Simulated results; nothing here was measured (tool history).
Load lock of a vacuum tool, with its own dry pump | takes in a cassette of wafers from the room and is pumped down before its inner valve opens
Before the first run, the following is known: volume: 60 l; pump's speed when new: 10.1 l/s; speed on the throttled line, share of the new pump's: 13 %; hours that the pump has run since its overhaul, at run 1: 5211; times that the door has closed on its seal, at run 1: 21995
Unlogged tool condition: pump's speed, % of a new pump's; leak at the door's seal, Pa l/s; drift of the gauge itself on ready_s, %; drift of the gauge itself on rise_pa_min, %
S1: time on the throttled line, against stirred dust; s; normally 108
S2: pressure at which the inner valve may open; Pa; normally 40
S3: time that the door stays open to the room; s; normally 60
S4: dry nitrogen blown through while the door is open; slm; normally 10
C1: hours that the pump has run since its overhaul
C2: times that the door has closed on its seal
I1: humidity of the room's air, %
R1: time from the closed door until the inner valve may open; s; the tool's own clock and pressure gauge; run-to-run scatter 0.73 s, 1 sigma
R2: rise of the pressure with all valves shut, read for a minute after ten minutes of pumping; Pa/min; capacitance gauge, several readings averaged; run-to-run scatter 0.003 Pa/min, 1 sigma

run	hour	S1	S2	S3	S4	C1	C2	I1	R1	R2
1	0	108	40	60	10	5211	21995	43	142.8	0.22
2	131.7	108	40	60	10	5343	22202	46.7	142.3	0.23
3	236.1	108	40	60	10	5447	22366	46	140.5	0.241
4	309.5	108	40	60	10	5521	22482	50.1	143	0.247
5	384.7	108	40	60	10	5596	22600	43.7	143	0.238
6	469.1	108	40	60	11	5680	22733	45.5	142.9	0.243
7	555.7	108	40	60	11	5767	22869	50.2	142.4	0.247
8	612.3	108	40	60	11	5824	22958	46.7	143.1	0.244
9	723.8	108	40	60	45	5935	23133	46.4	144.1	0.222
10	836.6	108	40	60	10	6048	23311	46.8	142.9	0.255
11	936.4	158	40	60	10	6148	23468	46.9	188.1	0.25
12	1062.8	185	40	60	10	6274	23667	44.5	209.1	0.247
13	1160.7	185	40	60	10	6372	23821	42.8	208.7	0.253
14	1220.7	193	40	60	21	6432	23915	46	216.1	0.252
15	1292.5	77	40	100	16	6504	24028	43	116	0.256
16	1356	119	30	196	16	6567	24128	43.1	154.2	0.261
17	1454.6	119	30	196	16	6666	24283	46.8	154.2	0.272
18	1583.9	183	47	196	16	6795	24486	45.3	205.8	0.279
19	1710.6	183	47	196	42	6922	24686	46.3	206.5	0.259
20	1767.6	108	72	74	7	6979	24776	43.1	138	0.27
21	1901.2	108	71	74	7	7112	24986	45.8	138.9	0.28
22	1961.3	108	40	60	7	7173	25080	44.2	141.2	0.27
23	2072	108	40	60	7	7283	25254	47.1	142.9	0.283
24	2178.2	108	54	60	7	7389	25421	42.3	142	0.273
25	2276.2	108	54	60	7	7487	25576	42	140.8	0.27

Each row is a separate what-if for the run after 25, all from the same tool condition, not one after another. Results?
A	2378.5	108	40	60	7	7590	25736	45.7	?	?
B	2378.5	108	65	30	6	7590	25736	46.2	?	?
C	2378.5	199	54	66	25	7590	25736	49	?	?

run	R1	R2
A	142.3	0.283
B	140.8	0.274
C	219	0.272
Without the tool's hidden state the same runs would have given:
run	R1	R2
A	140.3	0.051
B	139	0.042
C	217.8	0.04
